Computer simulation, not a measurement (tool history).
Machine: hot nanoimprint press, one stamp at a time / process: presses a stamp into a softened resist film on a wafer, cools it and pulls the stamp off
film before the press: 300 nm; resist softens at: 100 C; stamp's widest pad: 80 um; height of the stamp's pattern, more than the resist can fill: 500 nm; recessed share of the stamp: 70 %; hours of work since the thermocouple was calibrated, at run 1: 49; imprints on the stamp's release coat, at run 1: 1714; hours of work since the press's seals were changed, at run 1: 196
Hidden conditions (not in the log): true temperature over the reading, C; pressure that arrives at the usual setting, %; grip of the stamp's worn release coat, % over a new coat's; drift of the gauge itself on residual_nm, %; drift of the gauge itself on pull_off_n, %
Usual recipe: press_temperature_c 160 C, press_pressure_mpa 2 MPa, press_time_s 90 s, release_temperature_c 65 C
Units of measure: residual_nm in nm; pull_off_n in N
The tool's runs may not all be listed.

run   hour  press_temperature_c  press_pressure_mpa  press_time_s  release_temperature_c  hours of work since the thermocouple was calibrated  imprints on the stamp's release coat  hours of work since the press's seals were changed  residual_nm  pull_off_n
  1    0.0                  160                   2            90                     65                                                   49                                  1714                                                 196        140.3         224
  2   11.5                  160                   2            90                     65                                                   54                                  1742                                                 202        140.5         224
  3   20.2                  160                   2            90                     65                                                   58                                  1764                                                 206        139.5         224
  4   28.9                  160                   2            90                     65                                                   62                                  1785                                                 210        139.8         223
  5   38.8                  160                   2            90                     65                                                   66                                  1810                                                 214        139.8         227
  6   49.9                  160                   2           144                     65                                                   71                                  1837                                                 219        115.6         230
  7   55.1                  160                   2           145                     65                                                   74                                  1850                                                 222        115.9         222
  8   63.4                  160                   2            92                     65                                                   78                                  1870                                                 225        138.8         229
  9   68.4                  160                   2            90                     65                                                   80                                  1882                                                 228        140.2         226
 10   74.9                  160                   2            90                     65                                                   83                                  1898                                                 230        140.3         226
 11   85.4                  160                   2            90                     65                                                   88                                  1924                                                 235        139.8         227
 12   96.4                  160                   2            90                     65                                                   93                                  1951                                                 240        139.5         226
 13  107.5                  160                   2            90                     65                                                   98                                  1979                                                 245        139.9         228
 14  116.9                  160                   2            90                     65                                                  102                                  2002                                                 250        139.9         228
 15  122.0                  160                   2            90                     65                                                  104                                  2014                                                 252        139.6         227
 16  129.9                  168                   2            90                     70                                                  108                                  2034                                                 256         86.3         197
 17  136.4                  160                   2            90                     61                                                  111                                  2050                                                 258        139.6         254
 18  148.5                  156                   2            90                     66                                                  116                                  2079                                                 264        173.7         224

Run 19 comes next. What will it give?
 19  160.0                  156                   2            90                     66                                                  122                                  2108                                                 269            ?           ?

{"run 19": {"residual_nm": 174.1, "pull_off_n": 225}}
If the tool had no hidden condition, the same run with the same run-to-run variation would have returned residual_nm 173.1 nm, pull_off_n 190 N.
